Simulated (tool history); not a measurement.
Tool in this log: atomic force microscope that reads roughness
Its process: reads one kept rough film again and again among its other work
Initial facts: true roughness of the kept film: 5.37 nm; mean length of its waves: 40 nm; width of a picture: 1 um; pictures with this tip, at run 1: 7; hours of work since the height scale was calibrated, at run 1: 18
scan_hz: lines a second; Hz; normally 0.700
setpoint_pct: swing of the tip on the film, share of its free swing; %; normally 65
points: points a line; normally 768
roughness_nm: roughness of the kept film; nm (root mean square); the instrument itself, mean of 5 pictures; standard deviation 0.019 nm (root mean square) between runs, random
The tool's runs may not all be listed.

run	day	scan_hz	setpoint_pct	points	pictures with this tip	hours of work since the height scale was calibrated	roughness_nm
1	0.000	0.700	65	768	7	18	4.568
2	0.229	0.729	65	768	15	20	4.508
3	0.629	0.729	65	768	28	24	4.370
4	0.967	0.729	65	768	40	28	4.290
5	1.167	0.729	65	768	46	30	4.249
6	1.567	0.729	65	768	60	34	4.165
7	1.808	0.729	65	768	68	36	4.115
8	2.150	0.729	65	768	80	39	4.040
9	2.504	0.500	65	768	92	43	3.986
10	2.850	0.700	65	768	103	46	3.915
11	3.196	0.683	65	768	115	50	3.843
12	3.533	0.683	62	768	126	53	3.783
13	3.796	0.700	85	768	135	56	3.601
14	4.012	0.700	85	768	142	58	3.568
15	4.212	0.700	85	768	149	60	3.502
16	4.571	0.700	65	768	161	63	3.564
17	4.842	0.700	65	768	171	66	3.552
18	5.242	0.700	65	768	184	70	3.460
# day 5.371: new tip fitted
19	5.458	0.700	65	768	3	72	4.629
20	5.842	0.700	65	768	15	76	4.549
21	6.225	0.700	65	768	28	79	4.433
22	6.504	0.700	65	768	38	82	4.350
23	6.796	0.700	61	768	48	85	4.260
# day 6.854: height scale calibrated on a step standard
24	7.033	0.700	61	768	54	2	4.290
25	7.238	0.700	61	768	61	4	4.244
26	7.629	0.700	61	768	74	8	4.131
27	7.804	0.680	65	342	80	9	4.040
28	8.071	0.680	65	342	89	12	4.000
29	8.262	0.536	65	338	96	14	3.972
30	8.621	0.536	65	338	108	17	3.882
31	8.804	0.536	65	338	114	19	3.873
# day 9.092: height scale calibrated on a step standard, once more
32	9.129	2.279	65	317	124	0	3.659
33	9.488	2.279	65	317	136	4	3.590
34	9.679	2.279	65	317	142	6	3.525
35	9.975	0.700	65	517	152	9	3.630
36	10.279	1.003	68	315	162	12	3.547
37	10.496	1.003	68	315	170	14	3.494
38	10.862	1.003	68	315	182	18	3.439
# day 11.075: new tip fitted
39	11.142	1.003	68	315	2	20	4.578
40	11.508	1.989	79	550	14	24	4.136
41	11.746	1.989	79	550	22	26	4.103
42	11.938	1.989	79	550	29	28	4.066
43	12.325	1.989	79	550	42	32	3.966
44	12.700	2.675	60	383	54	35	4.108
45	12.871	0.700	65	720	60	37	4.221
46	13.242	3.385	59	431	73	41	3.981
47	13.479	2.633	65	768	81	43	3.914
48	13.796	2.633	65	768	91	46	3.823
49	13.967	2.577	65	469	97	48	3.778
50	14.212	0.939	78	406	105	50	3.768
51	14.425	0.939	78	406	113	52	3.765
52	14.800	0.608	62	797	125	56	3.849

Predict each of these 5 candidate next runs independently; none follows another, all start after run 52:
A	15.129	2.516	65	547	136	59	?
B	15.129	2.740	65	763	136	59	?
C	15.129	1.475	81	696	136	59	?
D	15.129	0.700	89	768	136	59	?
E	15.129	0.608	63	793	136	59	?

run	roughness_nm
A	3.603
B	3.582
C	3.488
D	3.595
E	3.748
With no hidden state in the tool, these same runs would have given:
run	roughness_nm
A	4.472
B	4.446
C	4.329
D	4.463
E	4.651
